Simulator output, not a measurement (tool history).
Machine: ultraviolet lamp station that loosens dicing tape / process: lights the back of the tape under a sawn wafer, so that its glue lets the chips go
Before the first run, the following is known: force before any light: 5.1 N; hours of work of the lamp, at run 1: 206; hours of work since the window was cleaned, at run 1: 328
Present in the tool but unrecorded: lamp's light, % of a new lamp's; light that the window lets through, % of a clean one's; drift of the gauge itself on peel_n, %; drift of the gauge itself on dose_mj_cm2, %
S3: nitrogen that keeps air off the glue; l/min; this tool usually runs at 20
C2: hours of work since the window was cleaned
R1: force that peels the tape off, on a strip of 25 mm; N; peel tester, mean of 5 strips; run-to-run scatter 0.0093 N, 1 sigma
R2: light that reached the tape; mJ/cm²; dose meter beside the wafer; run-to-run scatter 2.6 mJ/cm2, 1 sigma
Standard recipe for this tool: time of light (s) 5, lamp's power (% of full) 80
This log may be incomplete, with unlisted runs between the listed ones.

run 1 day=0.000 | time_of_light_(s)=5 lamp's_power_(%_of_full)=80 S3=20 | hours_of_work_of_the_lamp=206 C2=328 | R1=0.499 R2=286
-- day=1.317 window cleaned of glue's vapour
run 2 day=1.883 | time_of_light_(s)=5 lamp's_power_(%_of_full)=80 S3=20 | hours_of_work_of_the_lamp=226 C2=6 | R1=0.554 R2=276
run 3 day=3.633 | time_of_light_(s)=5 lamp's_power_(%_of_full)=80 S3=20 | hours_of_work_of_the_lamp=245 C2=25 | R1=0.589 R2=271
run 4 day=4.825 | time_of_light_(s)=5 lamp's_power_(%_of_full)=80 S3=20 | hours_of_work_of_the_lamp=258 C2=39 | R1=0.578 R2=267
-- day=5.375 window cleaned of glue's vapour, once more
run 5 day=6.533 | time_of_light_(s)=5 lamp's_power_(%_of_full)=80 S3=20 | hours_of_work_of_the_lamp=277 C2=13 | R1=0.428 R2=301
run 6 day=7.846 | time_of_light_(s)=5 lamp's_power_(%_of_full)=80 S3=20 | hours_of_work_of_the_lamp=291 C2=27 | R1=0.445 R2=301
run 7 day=10.367 | time_of_light_(s)=5 lamp's_power_(%_of_full)=80 S3=24 | hours_of_work_of_the_lamp=319 C2=55 | R1=0.429 R2=303
run 8 day=12.829 | time_of_light_(s)=5 lamp's_power_(%_of_full)=80 S3=24 | hours_of_work_of_the_lamp=346 C2=82 | R1=0.428 R2=292
run 9 day=14.317 | time_of_light_(s)=5 lamp's_power_(%_of_full)=80 S3=24 | hours_of_work_of_the_lamp=362 C2=98 | R1=0.426 R2=293
run 10 day=17.167 | time_of_light_(s)=5 lamp's_power_(%_of_full)=80 S3=20 | hours_of_work_of_the_lamp=394 C2=129 | R1=0.501 R2=289
run 11 day=19.046 | time_of_light_(s)=5 lamp's_power_(%_of_full)=80 S3=20 | hours_of_work_of_the_lamp=414 C2=150 | R1=0.514 R2=284
run 12 day=21.554 | time_of_light_(s)=5 lamp's_power_(%_of_full)=80 S3=20 | hours_of_work_of_the_lamp=442 C2=178 | R1=0.550 R2=282
run 13 day=24.308 | time_of_light_(s)=9 lamp's_power_(%_of_full)=73 S3=24 | hours_of_work_of_the_lamp=472 C2=208 | R1=0.148 R2=461
run 14 day=26.367 | time_of_light_(s)=4 lamp's_power_(%_of_full)=73 S3=24 | hours_of_work_of_the_lamp=495 C2=230 | R1=0.900 R2=201
run 15 day=27.800 | time_of_light_(s)=2 lamp's_power_(%_of_full)=81 S3=14 | hours_of_work_of_the_lamp=510 C2=246 | R1=2.322 R2=112
run 16 day=29.083 | time_of_light_(s)=2 lamp's_power_(%_of_full)=74 S3=26 | hours_of_work_of_the_lamp=524 C2=260 | R1=2.033 R2=100
run 17 day=30.479 | time_of_light_(s)=4 lamp's_power_(%_of_full)=99 S3=40 | hours_of_work_of_the_lamp=540 C2=276 | R1=0.399 R2=269
run 18 day=31.642 | time_of_light_(s)=3 lamp's_power_(%_of_full)=93 S3=13 | hours_of_work_of_the_lamp=553 C2=288 | R1=1.300 R2=187
run 19 day=33.783 | time_of_light_(s)=9 lamp's_power_(%_of_full)=95 S3=9 | hours_of_work_of_the_lamp=576 C2=312 | R1=0.194 R2=573
run 20 day=35.088 | time_of_light_(s)=9 lamp's_power_(%_of_full)=95 S3=9 | hours_of_work_of_the_lamp=590 C2=326 | R1=0.189 R2=571

Run 21 has not been measured yet. What should we expect?
run 21 day=36.446 | time_of_light_(s)=5 lamp's_power_(%_of_full)=67 S3=9 | hours_of_work_of_the_lamp=605 C2=341 | R1=? R2=?

Run 21 yielded R1 1.259 N, R2 222 mJ/cm².
The same run, on a tool lacking any hidden state, would have yielded R1 0.928 N, R2 272 mJ/cm².

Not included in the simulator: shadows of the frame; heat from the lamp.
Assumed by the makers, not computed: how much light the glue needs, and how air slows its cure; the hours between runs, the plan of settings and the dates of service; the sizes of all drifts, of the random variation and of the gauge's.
